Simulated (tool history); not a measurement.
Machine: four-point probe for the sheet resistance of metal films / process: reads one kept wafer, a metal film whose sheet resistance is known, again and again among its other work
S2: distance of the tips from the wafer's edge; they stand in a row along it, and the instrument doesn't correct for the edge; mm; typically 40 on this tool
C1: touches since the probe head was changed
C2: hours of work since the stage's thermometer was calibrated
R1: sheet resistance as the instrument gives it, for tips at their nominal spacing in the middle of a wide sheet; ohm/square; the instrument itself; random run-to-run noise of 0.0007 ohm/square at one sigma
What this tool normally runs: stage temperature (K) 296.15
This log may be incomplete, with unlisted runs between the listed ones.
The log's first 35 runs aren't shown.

Run 36, hour 478.2: usual settings but stage temperature (K) 294.15, S2 4 mm; C1 102717; C2 876. Result: R1 3.592941 ohm/square.
Run 37, hour 497.4: usual settings but stage temperature (K) 294.15, S2 4 mm; C1 103753; C2 891. Result: R1 3.593124 ohm/square.
Run 38, hour 510.1: usual settings but stage temperature (K) 307.15, S2 4 mm; C1 104442; C2 901. Result: R1 3.593501 ohm/square.
Run 39, hour 523.4: usual settings but stage temperature (K) 292.15, S2 67 mm; C1 105156; C2 912. Result: R1 3.481207 ohm/square.
Run 40, hour 532: usual settings but stage temperature (K) 292.15, S2 67 mm; C1 105620; C2 919. Result: R1 3.48134 ohm/square.
Run 41, hour 549.3: usual settings but stage temperature (K) 300.15, S2 3 mm; C1 106554; C2 932. Result: R1 3.676503 ohm/square.
Run 42, hour 561.7: usual settings but stage temperature (K) 292.15, S2 8 mm; C1 107227; C2 942. Result: R1 3.508983 ohm/square.
Run 43, hour 575.8: usual settings but stage temperature (K) 293.15, S2 33 mm; C1 107984; C2 953. Result: R1 3.482828 ohm/square.
Run 44, hour 588.7: usual settings but stage temperature (K) 292.15, S2 4 mm; C1 108681; C2 964. Result: R1 3.593641 ohm/square.
Run 45, hour 604.7: usual settings but stage temperature (K) 293.15, S2 6 mm; C1 109547; C2 976. Result: R1 3.532916 ohm/square.

3 options for the next run, each taken on its own from the tool as it stands now. Forecast them:
Run A, hour 615.2: usual settings but stage temperature (K) 306.15, S2 14 mm; C1 110112; C2 985. Result: R1 ?.
Run B, hour 615.2: usual settings but stage temperature (K) 294.15, S2 4 mm; C1 110112; C2 985. Result: R1 ?.
Run C, hour 615.2: usual settings but stage temperature (K) 301.15, S2 58 mm; C1 110112; C2 985. Result: R1 ?.

run        R1
  A  3.490303
  B  3.593764
  C  3.481529
Stripped of hidden state, with their random variation kept, the same runs would have yielded:
run        R1
  A  3.490092
  B  3.593546
  C  3.481317

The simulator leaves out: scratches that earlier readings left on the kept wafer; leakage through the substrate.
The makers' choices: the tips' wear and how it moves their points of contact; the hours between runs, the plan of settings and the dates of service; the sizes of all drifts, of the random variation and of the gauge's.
